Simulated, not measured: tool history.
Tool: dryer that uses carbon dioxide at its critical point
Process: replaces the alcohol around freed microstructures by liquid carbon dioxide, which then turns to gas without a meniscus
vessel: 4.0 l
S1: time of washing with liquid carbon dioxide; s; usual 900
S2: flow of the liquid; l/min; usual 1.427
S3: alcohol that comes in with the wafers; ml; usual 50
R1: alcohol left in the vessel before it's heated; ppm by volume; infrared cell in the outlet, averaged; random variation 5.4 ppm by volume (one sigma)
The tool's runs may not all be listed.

Run 1, hour 0.0: usual settings. Result: R1 259 ppm by volume.
Run 2, hour 32.0: usual settings. Result: R1 244 ppm by volume.
Run 3, hour 60.9: usual settings. Result: R1 279 ppm by volume.
Run 4, hour 100.0: usual settings. Result: R1 275 ppm by volume.
Run 5, hour 143.0: usual settings. Result: R1 280 ppm by volume.
Run 6, hour 168.5: usual settings. Result: R1 276 ppm by volume.
Run 7, hour 208.4: usual settings. Result: R1 287 ppm by volume.
Run 8, hour 228.3: usual settings. Result: R1 292 ppm by volume.
Run 9, hour 256.2: usual settings. Result: R1 294 ppm by volume.
Run 10, hour 288.9: usual settings. Result: R1 310 ppm by volume.
Run 11, hour 315.2: usual settings. Result: R1 310 ppm by volume.
Run 12, hour 333.9: usual settings. Result: R1 314 ppm by volume.
Run 13, hour 370.9: usual settings. Result: R1 306 ppm by volume.
Run 14, hour 396.0: usual settings but S1 600 s, S2 2.050 l/min, S3 22 ml. Result: R1 243 ppm by volume.
Run 15, hour 438.4: usual settings but S1 1020 s. Result: R1 239 ppm by volume.
Run 16, hour 482.9: usual settings but S2 1.160 l/min. Result: R1 550 ppm by volume.
Run 17, hour 510.7: usual settings but S1 1140 s, S2 1.600 l/min, S3 28 ml. Result: R1 163 ppm by volume.
Run 18, hour 535.1: usual settings but S2 1.810 l/min, S3 20 ml. Result: R1 182 ppm by volume.
Run 19, hour 574.0: usual settings but S2 1.810 l/min, S3 20 ml. Result: R1 185 ppm by volume.
Run 20, hour 612.5: usual settings. Result: R1 346 ppm by volume.
Run 21, hour 638.4: usual settings but S2 1.670 l/min, S3 27 ml. Result: R1 225 ppm by volume.
Run 22, hour 657.8: usual settings but S1 960 s, S2 1.000 l/min, S3 31 ml. Result: R1 493 ppm by volume.
Run 23, hour 698.6: usual settings but S1 600 s, S2 1.420 l/min. Result: R1 967 ppm by volume.
Run 24, hour 740.2: usual settings but S3 37 ml. Result: R1 321 ppm by volume.
Run 25, hour 783.1: usual settings but S3 37 ml. Result: R1 343 ppm by volume.

Forecast each of these 4 alternatives for the next run:
Run A, hour 819.7: usual settings but S3 25 ml. Result: R1 ?.
Run B, hour 819.7: usual settings but S1 960 s, S2 1.800 l/min. Result: R1 ?.
Run C, hour 819.7: usual settings but S1 1140 s. Result: R1 ?.
Run D, hour 819.7: usual settings but S1 840 s, S3 89 ml. Result: R1 ?.

run   R1
  A  283
  B  234
  C  244
  D  639
Without the tool's hidden state the same runs would have given:
run   R1
  A   65
  B   27
  C   36
  D  319

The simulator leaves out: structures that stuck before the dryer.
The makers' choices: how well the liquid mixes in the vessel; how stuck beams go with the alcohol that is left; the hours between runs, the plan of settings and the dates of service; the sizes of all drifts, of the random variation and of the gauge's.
